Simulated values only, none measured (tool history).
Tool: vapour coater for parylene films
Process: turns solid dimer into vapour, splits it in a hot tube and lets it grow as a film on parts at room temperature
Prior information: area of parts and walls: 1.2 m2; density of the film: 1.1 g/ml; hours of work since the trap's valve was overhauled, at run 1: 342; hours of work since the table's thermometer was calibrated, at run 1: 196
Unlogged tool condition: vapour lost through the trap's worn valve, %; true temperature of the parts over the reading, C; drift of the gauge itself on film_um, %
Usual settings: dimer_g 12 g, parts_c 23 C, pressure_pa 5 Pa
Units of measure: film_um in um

run,hour,dimer_g,parts_c,pressure_pa,hours of work since the trap's valve was overhauled,hours of work since the table's thermometer was calibrated,film_um
1,0,12,23,5,342,196,5.573
2,25.2,12,23,7.95,356,209,5.286
3,39.3,12,23,5,364,217,5.565
4,49.7,12,23,5,370,223,5.584
5,62,12,23,5,376,230,5.565
6,77.9,12,23,5,385,238,5.561
7,92.1,12,23,5,393,246,5.556
8,107.8,12,23,5,402,255,5.569
9,118.4,12,25,5,407,261,5.311
10,128.8,12,25,5,413,266,5.306
11,154,12,23,5,427,280,5.542
12,167.4,12,23,5,434,288,5.549
13,192.2,12,23,5,448,301,5.537
14,206,12,23,5,456,309,5.551
15,231.3,12,23,5,470,323,5.537
16,249.9,12,23,5,480,333,5.555
17,261.6,19,23,5,486,340,8.754
18,282.2,19,23,5,498,351,8.774
19,305.7,19,23,5,511,364,8.75
20,324.1,19,23,5,521,374,8.78
21,347,16,19,2.04,533,387,8.884
22,363.8,16,19,2.04,543,396,8.892
23,379.6,6,23,5.66,551,405,2.715
24,397.7,7,23,6.76,561,414,3.113
25,408.8,9,23,5,567,421,4.132
26,432.8,8,32,7.62,581,434,2.868
27,456.4,16,15,5,594,447,8.776
28,474.6,9,30,9.44,604,457,3.299
29,495.5,10,29,8.33,615,468,3.796
30,511.2,12,23,3.85,624,477,5.644
31,527.8,12,23,3.85,633,486,5.668
32,551.3,12,23,3.85,646,499,5.637
33,572.8,12,19,2.9,658,511,6.383
# hour 579.4: trap's valve overhauled
# hour 581.7: gauge calibrated
34,593.9,12,19,2.9,8,520,6.487
35,609.4,21,23,6.23,17,529,9.532
36,630.1,8,35,2.69,28,540,3.041
37,645.1,8,35,2.69,36,549,3.053

A few steps of film_um between consecutive runs. Split each: what settings, incoming material and random variation would produce without the hidden state, and what is left over for the hidden state, along with gauge scatter present in only one of the two compared results (measured, and without hidden state):
Run 22 -> 23: dimer_g 16 -> 6, parts_c 19 -> 23, pressure_pa 2.04 -> 5.66. film_um -6.177 um: hidden state +0.064, all else -6.241.
Run 26 -> 27: dimer_g 8 -> 16, parts_c 32 -> 15, pressure_pa 7.62 -> 5. film_um +5.908 um: hidden state -0.079, all else +5.987.
Run 27 -> 28: dimer_g 16 -> 9, parts_c 15 -> 30, pressure_pa 5 -> 9.44. film_um -5.477 um: hidden state +0.069, all else -5.546.
Run 33 -> 34: trap's valve overhauled, gauge calibrated. film_um +0.104 um: hidden state +0.103, all else +0.001.
Run 35 -> 36: dimer_g 21 -> 8, parts_c 23 -> 35, pressure_pa 6.23 -> 2.69. film_um -6.491 um: hidden state +0.001, all else -6.492.
